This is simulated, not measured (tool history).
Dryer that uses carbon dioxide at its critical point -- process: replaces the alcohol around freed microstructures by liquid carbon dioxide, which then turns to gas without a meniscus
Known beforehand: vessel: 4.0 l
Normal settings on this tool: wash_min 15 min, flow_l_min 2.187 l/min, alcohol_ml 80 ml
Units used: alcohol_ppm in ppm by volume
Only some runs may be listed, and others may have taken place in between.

{"run": 1, "hour": 0.0, "wash_min": 15, "flow_l_min": 2.187, "alcohol_ml": 80, "alcohol_ppm": 48}
{"run": 2, "hour": 12.7, "wash_min": 15, "flow_l_min": 1.47, "alcohol_ml": 80, "alcohol_ppm": 151}
{"run": 3, "hour": 19.4, "wash_min": 15, "flow_l_min": 1.47, "alcohol_ml": 80, "alcohol_ppm": 154}
{"run": 4, "hour": 28.5, "wash_min": 15, "flow_l_min": 1.47, "alcohol_ml": 80, "alcohol_ppm": 156}
{"run": 5, "hour": 38.9, "wash_min": 12, "flow_l_min": 1.47, "alcohol_ml": 80, "alcohol_ppm": 355}
{"run": 6, "hour": 54.6, "wash_min": 15, "flow_l_min": 1.36, "alcohol_ml": 80, "alcohol_ppm": 208}
{"run": 7, "hour": 66.2, "wash_min": 15, "flow_l_min": 1.36, "alcohol_ml": 80, "alcohol_ppm": 207}
{"run": 8, "hour": 75.3, "wash_min": 15, "flow_l_min": 1.36, "alcohol_ml": 80, "alcohol_ppm": 217}
{"run": 9, "hour": 86.6, "wash_min": 15, "flow_l_min": 2.187, "alcohol_ml": 80, "alcohol_ppm": 55}
{"run": 10, "hour": 99.1, "wash_min": 15, "flow_l_min": 2.187, "alcohol_ml": 80, "alcohol_ppm": 64}
{"run": 11, "hour": 109.9, "wash_min": 15, "flow_l_min": 2.187, "alcohol_ml": 80, "alcohol_ppm": 67}
{"run": 12, "hour": 116.3, "wash_min": 15, "flow_l_min": 2.187, "alcohol_ml": 44, "alcohol_ppm": 49}
{"run": 13, "hour": 127.4, "wash_min": 14, "flow_l_min": 2.187, "alcohol_ml": 80, "alcohol_ppm": 75}
{"run": 14, "hour": 134.8, "wash_min": 14, "flow_l_min": 2.187, "alcohol_ml": 80, "alcohol_ppm": 73}
{"run": 15, "hour": 147.4, "wash_min": 14, "flow_l_min": 2.187, "alcohol_ml": 80, "alcohol_ppm": 73}
{"run": 16, "hour": 158.0, "wash_min": 14, "flow_l_min": 2.187, "alcohol_ml": 80, "alcohol_ppm": 73}
{"run": 17, "hour": 171.3, "wash_min": 14, "flow_l_min": 2.187, "alcohol_ml": 80, "alcohol_ppm": 80}
{"run": 18, "hour": 184.6, "wash_min": 14, "flow_l_min": 2.187, "alcohol_ml": 80, "alcohol_ppm": 75}
{"run": 19, "hour": 191.2, "wash_min": 15, "flow_l_min": 1.41, "alcohol_ml": 80, "alcohol_ppm": 222}
{"run": 20, "hour": 199.8, "wash_min": 9, "flow_l_min": 1.94, "alcohol_ml": 80, "alcohol_ppm": 431}
{"run": 21, "hour": 210.2, "wash_min": 9, "flow_l_min": 1.43, "alcohol_ml": 61, "alcohol_ppm": 797}
{"run": 22, "hour": 223.5, "wash_min": 11, "flow_l_min": 3.4, "alcohol_ml": 80, "alcohol_ppm": 74}
{"run": 23, "hour": 232.7, "wash_min": 19, "flow_l_min": 1.54, "alcohol_ml": 25, "alcohol_ppm": 82}
{"run": 24, "hour": 246.1, "wash_min": 15, "flow_l_min": 2.187, "alcohol_ml": 100, "alcohol_ppm": 92}
{"run": 25, "hour": 254.0, "wash_min": 15, "flow_l_min": 2.187, "alcohol_ml": 29, "alcohol_ppm": 71}
{"run": 26, "hour": 264.7, "wash_min": 11, "flow_l_min": 3.48, "alcohol_ml": 34, "alcohol_ppm": 66}
{"run": 27, "hour": 273.5, "wash_min": 11, "flow_l_min": 3.48, "alcohol_ml": 34, "alcohol_ppm": 63}
{"run": 28, "hour": 283.0, "wash_min": 19, "flow_l_min": 2.1, "alcohol_ml": 111, "alcohol_ppm": 72}
{"run": 29, "hour": 290.2, "wash_min": 19, "flow_l_min": 1.85, "alcohol_ml": 23, "alcohol_ppm": 79}
{"run": 30, "hour": 301.7, "wash_min": 19, "flow_l_min": 1.85, "alcohol_ml": 23, "alcohol_ppm": 75}
{"run": 31, "hour": 311.7, "wash_min": 19, "flow_l_min": 1.4, "alcohol_ml": 44, "alcohol_ppm": 105}
{"run": 32, "hour": 322.3, "wash_min": 12, "flow_l_min": 2.19, "alcohol_ml": 54, "alcohol_ppm": 111}
{"run": 33, "hour": 329.7, "wash_min": 13, "flow_l_min": 3.39, "alcohol_ml": 93, "alcohol_ppm": 78}
{"run": 34, "hour": 342.1, "wash_min": 13, "flow_l_min": 3.39, "alcohol_ml": 93, "alcohol_ppm": 81}
{"run": 35, "hour": 350.1, "wash_min": 14, "flow_l_min": 2.187, "alcohol_ml": 26, "alcohol_ppm": 84}
{"run": 36, "hour": 365.9, "wash_min": 14, "flow_l_min": 2.9, "alcohol_ml": 49, "alcohol_ppm": 85}
{"run": 37, "hour": 379.2, "wash_min": 14, "flow_l_min": 2.9, "alcohol_ml": 49, "alcohol_ppm": 86}
{"run": 38, "hour": 390.9, "wash_min": 15, "flow_l_min": 1.46, "alcohol_ml": 22, "alcohol_ppm": 123}

Per-run results on a tool with no hidden state, each run keeping its own random variation:
Unlogged tool condition in this case: flow that reaches the vessel past the clogged filter, %; alcohol in the recycled carbon dioxide, ppm; drift of the gauge itself on alcohol_ppm, %.
run=1 alcohol_ppm=12
run=2 alcohol_ppm=101
run=3 alcohol_ppm=103
run=4 alcohol_ppm=105
run=5 alcohol_ppm=284
run=6 alcohol_ppm=147
run=7 alcohol_ppm=144
run=8 alcohol_ppm=152
run=9 alcohol_ppm=8
run=10 alcohol_ppm=15
run=11 alcohol_ppm=16
run=12 alcohol_ppm=0
run=13 alcohol_ppm=22
run=14 alcohol_ppm=17
run=15 alcohol_ppm=15
run=16 alcohol_ppm=15
run=17 alcohol_ppm=20
run=18 alcohol_ppm=13
run=19 alcohol_ppm=137
run=20 alcohol_ppm=321
run=21 alcohol_ppm=661
run=22 alcohol_ppm=12
run=23 alcohol_ppm=17
run=24 alcohol_ppm=23
run=25 alcohol_ppm=4
run=26 alcohol_ppm=0
run=27 alcohol_ppm=0
run=28 alcohol_ppm=3
run=29 alcohol_ppm=8
run=30 alcohol_ppm=2
run=31 alcohol_ppm=27
run=32 alcohol_ppm=30
run=33 alcohol_ppm=2
run=34 alcohol_ppm=4
run=35 alcohol_ppm=5
run=36 alcohol_ppm=3
run=37 alcohol_ppm=1
run=38 alcohol_ppm=34

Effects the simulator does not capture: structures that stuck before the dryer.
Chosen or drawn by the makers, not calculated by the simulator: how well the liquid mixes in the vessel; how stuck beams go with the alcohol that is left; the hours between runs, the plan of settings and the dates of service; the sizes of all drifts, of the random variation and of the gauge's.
